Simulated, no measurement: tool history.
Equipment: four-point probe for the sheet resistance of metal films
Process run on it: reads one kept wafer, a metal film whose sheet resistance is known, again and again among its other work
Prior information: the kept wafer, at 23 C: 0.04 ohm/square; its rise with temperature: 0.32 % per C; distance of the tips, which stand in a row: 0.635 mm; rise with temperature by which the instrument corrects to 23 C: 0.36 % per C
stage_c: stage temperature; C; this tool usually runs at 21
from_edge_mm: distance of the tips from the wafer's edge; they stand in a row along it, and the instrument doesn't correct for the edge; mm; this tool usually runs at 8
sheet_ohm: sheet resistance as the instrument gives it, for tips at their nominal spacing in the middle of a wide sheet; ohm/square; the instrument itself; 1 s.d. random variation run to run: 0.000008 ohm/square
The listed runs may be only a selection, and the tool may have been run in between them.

{"run": 1, "day": 0.0, "stage_c": 21, "from_edge_mm": 8, "sheet_ohm": 0.040487}
{"run": 2, "day": 1.217, "stage_c": 21, "from_edge_mm": 25, "sheet_ohm": 0.040345}
{"run": 3, "day": 2.496, "stage_c": 21, "from_edge_mm": 13, "sheet_ohm": 0.040409}
{"run": 4, "day": 3.85, "stage_c": 21, "from_edge_mm": 13, "sheet_ohm": 0.040404}
{"run": 5, "day": 5.817, "stage_c": 21, "from_edge_mm": 13, "sheet_ohm": 0.04042}
{"run": 6, "day": 6.817, "stage_c": 21, "from_edge_mm": 8, "sheet_ohm": 0.040495}
{"run": 7, "day": 8.238, "stage_c": 21, "from_edge_mm": 8, "sheet_ohm": 0.040494}
{"run": 8, "day": 9.55, "stage_c": 21, "from_edge_mm": 8, "sheet_ohm": 0.04049}
{"run": 9, "day": 11.229, "stage_c": 21, "from_edge_mm": 8, "sheet_ohm": 0.040513}
{"run": 10, "day": 12.775, "stage_c": 21, "from_edge_mm": 40, "sheet_ohm": 0.040361}
{"run": 11, "day": 14.733, "stage_c": 21, "from_edge_mm": 40, "sheet_ohm": 0.040375}
{"run": 12, "day": 16.746, "stage_c": 30, "from_edge_mm": 8, "sheet_ohm": 0.040369}
{"run": 13, "day": 17.683, "stage_c": 21, "from_edge_mm": 8, "sheet_ohm": 0.040506}
{"run": 14, "day": 19.0, "stage_c": 21, "from_edge_mm": 8, "sheet_ohm": 0.040505}
{"run": 15, "day": 20.675, "stage_c": 21, "from_edge_mm": 8, "sheet_ohm": 0.040536}
{"run": 16, "day": 21.742, "stage_c": 21, "from_edge_mm": 8, "sheet_ohm": 0.04052}
{"run": 17, "day": 23.688, "stage_c": 21, "from_edge_mm": 8, "sheet_ohm": 0.040536}
{"run": 18, "day": 24.679, "stage_c": 31, "from_edge_mm": 4, "sheet_ohm": 0.040755}
{"run": 19, "day": 26.208, "stage_c": 19, "from_edge_mm": 7, "sheet_ohm": 0.040608}
{"run": 20, "day": 28.208, "stage_c": 19, "from_edge_mm": 7, "sheet_ohm": 0.040625}
{"run": 21, "day": 29.892, "stage_c": 26, "from_edge_mm": 42, "sheet_ohm": 0.040316}
{"run": 22, "day": 31.167, "stage_c": 25, "from_edge_mm": 8, "sheet_ohm": 0.040444}
{"run": 23, "day": 32.858, "stage_c": 30, "from_edge_mm": 21, "sheet_ohm": 0.040257}
{"run": 24, "day": 34.333, "stage_c": 19, "from_edge_mm": 11, "sheet_ohm": 0.040523}
{"run": 25, "day": 35.792, "stage_c": 19, "from_edge_mm": 11, "sheet_ohm": 0.040517}
{"run": 26, "day": 36.838, "stage_c": 32, "from_edge_mm": 20, "sheet_ohm": 0.040239}
{"run": 27, "day": 38.796, "stage_c": 32, "from_edge_mm": 20, "sheet_ohm": 0.040238}
{"run": 28, "day": 40.596, "stage_c": 32, "from_edge_mm": 20, "sheet_ohm": 0.040247}
{"run": 29, "day": 41.762, "stage_c": 20, "from_edge_mm": 14, "sheet_ohm": 0.040473}
{"run": 30, "day": 42.825, "stage_c": 34, "from_edge_mm": 14, "sheet_ohm": 0.040243}
{"run": 31, "day": 43.917, "stage_c": 32, "from_edge_mm": 8, "sheet_ohm": 0.040373}
{"run": 32, "day": 45.567, "stage_c": 30, "from_edge_mm": 17, "sheet_ohm": 0.040297}

Below are 4 alternative next runs, each starting from the tool's condition after run 32. Predict each:
{"run": "A", "day": 46.871, "stage_c": 33, "from_edge_mm": 5, "sheet_ohm": "?"}
{"run": "B", "day": 46.871, "stage_c": 29, "from_edge_mm": 17, "sheet_ohm": "?"}
{"run": "C", "day": 46.871, "stage_c": 25, "from_edge_mm": 7, "sheet_ohm": "?"}
{"run": "D", "day": 46.871, "stage_c": 26, "from_edge_mm": 4, "sheet_ohm": "?"}

run=A sheet_ohm=0.040578
run=B sheet_ohm=0.040320
run=C sheet_ohm=0.040544
run=D sheet_ohm=0.040877
The same runs, with their run-to-run variation unchanged, on a tool lacking any hidden condition would have given:
run=A sheet_ohm=0.040180
run=B sheet_ohm=0.039924
run=C sheet_ohm=0.040145
run=D sheet_ohm=0.040475

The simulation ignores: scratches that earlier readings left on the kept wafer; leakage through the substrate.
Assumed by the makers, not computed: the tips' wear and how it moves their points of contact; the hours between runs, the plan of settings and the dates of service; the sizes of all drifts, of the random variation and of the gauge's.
